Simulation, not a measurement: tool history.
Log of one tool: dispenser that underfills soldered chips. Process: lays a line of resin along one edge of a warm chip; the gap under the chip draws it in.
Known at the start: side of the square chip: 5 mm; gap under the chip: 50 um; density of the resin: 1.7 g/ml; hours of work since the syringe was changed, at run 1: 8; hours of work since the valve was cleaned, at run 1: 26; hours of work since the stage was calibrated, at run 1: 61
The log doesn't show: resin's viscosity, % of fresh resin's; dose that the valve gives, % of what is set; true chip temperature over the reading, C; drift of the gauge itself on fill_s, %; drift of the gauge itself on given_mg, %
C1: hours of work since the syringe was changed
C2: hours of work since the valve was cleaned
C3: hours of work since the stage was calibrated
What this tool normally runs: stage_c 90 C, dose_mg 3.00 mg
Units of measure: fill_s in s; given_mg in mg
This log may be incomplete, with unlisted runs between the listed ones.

{"run": 1, "hour": 0.0, "stage_c": 90, "dose_mg": 3.0, "C1": 8, "C2": 26, "C3": 61, "fill_s": 39.3, "given_mg": 2.93}
{"hour": 4.3, "done": "new syringe of resin"}
{"run": 2, "hour": 9.7, "stage_c": 90, "dose_mg": 3.0, "C1": 3, "C2": 32, "C3": 67, "fill_s": 32.6, "given_mg": 2.92}
{"run": 3, "hour": 17.3, "stage_c": 90, "dose_mg": 3.0, "C1": 8, "C2": 37, "C3": 72, "fill_s": 39.0, "given_mg": 2.88}
{"hour": 21.6, "done": "new syringe of resin"}
{"run": 4, "hour": 27.0, "stage_c": 90, "dose_mg": 3.0, "C1": 3, "C2": 43, "C3": 77, "fill_s": 31.8, "given_mg": 2.91}
{"run": 5, "hour": 37.7, "stage_c": 90, "dose_mg": 3.0, "C1": 10, "C2": 49, "C3": 84, "fill_s": 42.9, "given_mg": 2.89}
{"hour": 38.8, "done": "new syringe of resin"}
{"run": 6, "hour": 42.5, "stage_c": 90, "dose_mg": 3.0, "C1": 2, "C2": 52, "C3": 87, "fill_s": 31.2, "given_mg": 2.9}
{"run": 7, "hour": 50.1, "stage_c": 90, "dose_mg": 3.0, "C1": 7, "C2": 57, "C3": 91, "fill_s": 38.1, "given_mg": 2.87}
{"hour": 56.6, "done": "new syringe of resin"}
{"run": 8, "hour": 58.8, "stage_c": 90, "dose_mg": 3.0, "C1": 1, "C2": 62, "C3": 97, "fill_s": 30.6, "given_mg": 2.85}
{"hour": 60.3, "done": "dispensing valve cleaned and set on the balance"}
{"run": 9, "hour": 66.1, "stage_c": 90, "dose_mg": 3.0, "C1": 5, "C2": 4, "C3": 100, "fill_s": 36.6, "given_mg": 2.98}
{"run": 10, "hour": 73.4, "stage_c": 90, "dose_mg": 3.0, "C1": 10, "C2": 8, "C3": 105, "fill_s": 43.1, "given_mg": 2.94}
{"hour": 74.9, "done": "new syringe of resin"}
{"run": 11, "hour": 84.3, "stage_c": 99, "dose_mg": 3.0, "C1": 6, "C2": 15, "C3": 111, "fill_s": 25.7, "given_mg": 2.95}
{"hour": 92.2, "done": "new syringe of resin"}
{"run": 12, "hour": 92.2, "stage_c": 90, "dose_mg": 3.65, "C1": 0, "C2": 19, "C3": 116, "fill_s": 27.0, "given_mg": 3.6}
{"run": 13, "hour": 101.4, "stage_c": 79, "dose_mg": 3.0, "C1": 6, "C2": 25, "C3": 122, "fill_s": 56.4, "given_mg": 2.91}
{"run": 14, "hour": 108.4, "stage_c": 79, "dose_mg": 3.0, "C1": 10, "C2": 29, "C3": 126, "fill_s": 67.4, "given_mg": 2.94}
{"hour": 109.5, "done": "new syringe of resin"}
{"run": 15, "hour": 117.3, "stage_c": 98, "dose_mg": 3.0, "C1": 5, "C2": 35, "C3": 131, "fill_s": 25.0, "given_mg": 2.91}
{"run": 16, "hour": 124.8, "stage_c": 99, "dose_mg": 2.67, "C1": 9, "C2": 39, "C3": 136, "fill_s": 30.6, "given_mg": 2.59}
{"hour": 126.8, "done": "new syringe of resin"}
{"run": 17, "hour": 131.9, "stage_c": 90, "dose_mg": 2.56, "C1": 3, "C2": 43, "C3": 140, "fill_s": 34.2, "given_mg": 2.49}
{"run": 18, "hour": 136.5, "stage_c": 90, "dose_mg": 2.56, "C1": 6, "C2": 46, "C3": 143, "fill_s": 39.2, "given_mg": 2.44}
{"run": 19, "hour": 141.7, "stage_c": 95, "dose_mg": 3.11, "C1": 9, "C2": 49, "C3": 146, "fill_s": 34.2, "given_mg": 2.97}
{"hour": 144.6, "done": "new syringe of resin"}
{"run": 20, "hour": 146.6, "stage_c": 95, "dose_mg": 3.11, "C1": 1, "C2": 52, "C3": 149, "fill_s": 24.7, "given_mg": 2.93}
{"run": 21, "hour": 152.2, "stage_c": 88, "dose_mg": 3.12, "C1": 5, "C2": 56, "C3": 153, "fill_s": 39.0, "given_mg": 2.99}
{"hour": 162.5, "done": "new syringe of resin"}
{"hour": 164.0, "done": "dispensing valve cleaned and set on the balance"}
{"run": 22, "hour": 164.2, "stage_c": 102, "dose_mg": 3.21, "C1": 0, "C2": 0, "C3": 159, "fill_s": 18.4, "given_mg": 3.19}
{"run": 23, "hour": 169.1, "stage_c": 91, "dose_mg": 3.4, "C1": 3, "C2": 3, "C3": 162, "fill_s": 32.4, "given_mg": 3.42}
{"run": 24, "hour": 177.2, "stage_c": 83, "dose_mg": 3.77, "C1": 8, "C2": 8, "C3": 167, "fill_s": 53.8, "given_mg": 3.75}
{"hour": 181.4, "done": "new syringe of resin"}
{"run": 25, "hour": 185.4, "stage_c": 79, "dose_mg": 3.68, "C1": 2, "C2": 13, "C3": 172, "fill_s": 50.6, "given_mg": 3.63}
{"run": 26, "hour": 193.2, "stage_c": 93, "dose_mg": 3.48, "C1": 7, "C2": 18, "C3": 177, "fill_s": 34.0, "given_mg": 3.41}
{"hour": 199.1, "done": "new syringe of resin"}
{"run": 27, "hour": 200.0, "stage_c": 93, "dose_mg": 3.48, "C1": 1, "C2": 22, "C3": 181, "fill_s": 26.1, "given_mg": 3.47}
{"run": 28, "hour": 206.2, "stage_c": 90, "dose_mg": 3.44, "C1": 4, "C2": 26, "C3": 185, "fill_s": 33.3, "given_mg": 3.41}

4 ways to go on from here, each from the tool as it stands after run 28. What would each give?
{"run": "A", "hour": 212.2, "stage_c": 85, "dose_mg": 3.38, "C1": 8, "C2": 29, "C3": 188, "fill_s": "?", "given_mg": "?"}
{"run": "B", "hour": 212.2, "stage_c": 78, "dose_mg": 3.37, "C1": 8, "C2": 29, "C3": 188, "fill_s": "?", "given_mg": "?"}
{"run": "C", "hour": 212.2, "stage_c": 101, "dose_mg": 3.32, "C1": 8, "C2": 29, "C3": 188, "fill_s": "?", "given_mg": "?"}
{"run": "D", "hour": 212.2, "stage_c": 77, "dose_mg": 3.4, "C1": 8, "C2": 29, "C3": 188, "fill_s": "?", "given_mg": "?"}

run=A fill_s=49.6 given_mg=3.31
run=B fill_s=66.4 given_mg=3.29
run=C fill_s=25.7 given_mg=3.20
run=D fill_s=68.7 given_mg=3.32
Without the tool's hidden state the same runs would have given:
run=A fill_s=35.1 given_mg=3.38
run=B fill_s=46.7 given_mg=3.36
run=C fill_s=18.1 given_mg=3.28
run=D fill_s=48.2 given_mg=3.39

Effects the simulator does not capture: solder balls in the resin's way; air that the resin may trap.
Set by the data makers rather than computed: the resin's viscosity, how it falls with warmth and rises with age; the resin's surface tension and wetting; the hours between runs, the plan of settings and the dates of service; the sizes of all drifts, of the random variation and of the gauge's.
